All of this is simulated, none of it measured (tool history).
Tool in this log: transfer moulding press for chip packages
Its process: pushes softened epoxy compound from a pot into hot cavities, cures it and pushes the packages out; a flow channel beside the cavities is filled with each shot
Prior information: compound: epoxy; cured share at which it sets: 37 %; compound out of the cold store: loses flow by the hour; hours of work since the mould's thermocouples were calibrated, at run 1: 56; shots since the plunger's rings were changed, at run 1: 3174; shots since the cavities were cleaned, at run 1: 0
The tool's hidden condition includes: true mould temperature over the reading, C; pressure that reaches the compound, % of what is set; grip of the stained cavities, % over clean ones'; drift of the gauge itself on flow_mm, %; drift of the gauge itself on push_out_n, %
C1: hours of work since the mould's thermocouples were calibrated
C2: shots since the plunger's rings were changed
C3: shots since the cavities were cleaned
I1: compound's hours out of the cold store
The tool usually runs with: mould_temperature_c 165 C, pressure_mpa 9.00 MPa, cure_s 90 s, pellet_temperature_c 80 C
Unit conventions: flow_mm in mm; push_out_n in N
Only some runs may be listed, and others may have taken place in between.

Run 1, day 0.000: usual settings; C1 56; C2 3174; C3 0; I1 27.1. Result: flow_mm 676 mm, push_out_n 260 N.
Run 2, day 0.183: usual settings; C1 58; C2 3220; C3 46; I1 16.6. Result: flow_mm 713 mm, push_out_n 295 N.
Run 3, day 0.383: usual settings but pellet_temperature_c 84 C; C1 61; C2 3270; C3 96; I1 10.8. Result: flow_mm 728 mm, push_out_n 311 N.
Run 4, day 0.829: usual settings but pressure_mpa 8.84 MPa, pellet_temperature_c 84 C; C1 66; C2 3381; C3 207; I1 35.9. Result: flow_mm 643 mm, push_out_n 354 N.
Run 5, day 1.042: usual settings but pressure_mpa 8.84 MPa, pellet_temperature_c 84 C; C1 69; C2 3434; C3 260; I1 38.7. Result: flow_mm 633 mm, push_out_n 378 N.
Run 6, day 1.400: usual settings but pressure_mpa 8.84 MPa, pellet_temperature_c 84 C; C1 74; C2 3524; C3 350; I1 44.6. Result: flow_mm 614 mm, push_out_n 391 N.
Run 7, day 1.779: usual settings but pressure_mpa 8.84 MPa, pellet_temperature_c 84 C; C1 79; C2 3618; C3 444; I1 13.3. Result: flow_mm 715 mm, push_out_n 424 N.
Run 8, day 2.012: usual settings but pressure_mpa 8.84 MPa, pellet_temperature_c 84 C; C1 81; C2 3675; C3 501; I1 24.6. Result: flow_mm 677 mm, push_out_n 427 N.
At day 2.096: cavities cleaned with cleaning compound and waxed.
Run 9, day 2.388: usual settings but pressure_mpa 8.84 MPa, pellet_temperature_c 84 C; C1 85; C2 3753; C3 73; I1 8.5. Result: flow_mm 731 mm, push_out_n 320 N.
At day 2.492: mould's thermocouples calibrated.
Run 10, day 2.888: usual settings but mould_temperature_c 171 C; C1 5; C2 3857; C3 177; I1 28.3. Result: flow_mm 652 mm, push_out_n 302 N.
Run 11, day 3.154: usual settings but mould_temperature_c 158 C, pressure_mpa 8.17 MPa; C1 8; C2 3923; C3 243; I1 36.3. Result: flow_mm 637 mm, push_out_n 491 N.
Run 12, day 3.375: usual settings but mould_temperature_c 158 C, pressure_mpa 8.17 MPa; C1 11; C2 3979; C3 299; I1 11.1. Result: flow_mm 719 mm, push_out_n 576 N.
Run 13, day 3.779: usual settings but mould_temperature_c 158 C, pressure_mpa 8.17 MPa; C1 16; C2 4080; C3 400; I1 47.1. Result: flow_mm 598 mm, push_out_n 560 N.
At day 3.892: mould's thermocouples calibrated, once more.
Run 14, day 4.079: usual settings but mould_temperature_c 171 C, pressure_mpa 9.70 MPa, pellet_temperature_c 72 C; C1 2; C2 4134; C3 454; I1 28.9. Result: flow_mm 675 mm, push_out_n 388 N.
At day 4.362: cavities cleaned with cleaning compound and waxed.
Run 15, day 4.475: usual settings but mould_temperature_c 160 C, pressure_mpa 9.70 MPa, cure_s 116 s, pellet_temperature_c 71 C; C1 7; C2 4217; C3 29; I1 26.6. Result: flow_mm 716 mm, push_out_n 260 N.

Here are 5 independent what-if runs from the current tool condition. What would each one return?
Run A, day 4.750: usual settings but mould_temperature_c 172 C, pressure_mpa 8.89 MPa; C1 10; C2 4285; C3 97; I1 31.3. Result: flow_mm ?, push_out_n ?.
Run B, day 4.750: usual settings but mould_temperature_c 160 C, pressure_mpa 10.19 MPa, cure_s 116 s, pellet_temperature_c 71 C; C1 10; C2 4285; C3 97; I1 37.1. Result: flow_mm ?, push_out_n ?.
Run C, day 4.750: usual settings but mould_temperature_c 160 C, pressure_mpa 10.16 MPa, cure_s 92 s, pellet_temperature_c 71 C; C1 10; C2 4285; C3 97; I1 46.9. Result: flow_mm ?, push_out_n ?.
Run D, day 4.750: usual settings but mould_temperature_c 169 C, pressure_mpa 9.70 MPa, cure_s 116 s, pellet_temperature_c 71 C; C1 10; C2 4285; C3 97; I1 8.1. Result: flow_mm ?, push_out_n ?.
Run E, day 4.750: usual settings but mould_temperature_c 163 C, pressure_mpa 9.97 MPa, cure_s 76 s, pellet_temperature_c 71 C; C1 10; C2 4285; C3 97; I1 13.6. Result: flow_mm ?, push_out_n ?.

run  flow_mm  push_out_n
  A      647         277
  B      700         313
  C      662         378
  D      757         279
  E      765         494
Stripped of hidden state, with their random variation kept, the same runs would have yielded:
run  flow_mm  push_out_n
  A      675         237
  B      731         268
  C      691         321
  D      790         237
  E      799         417
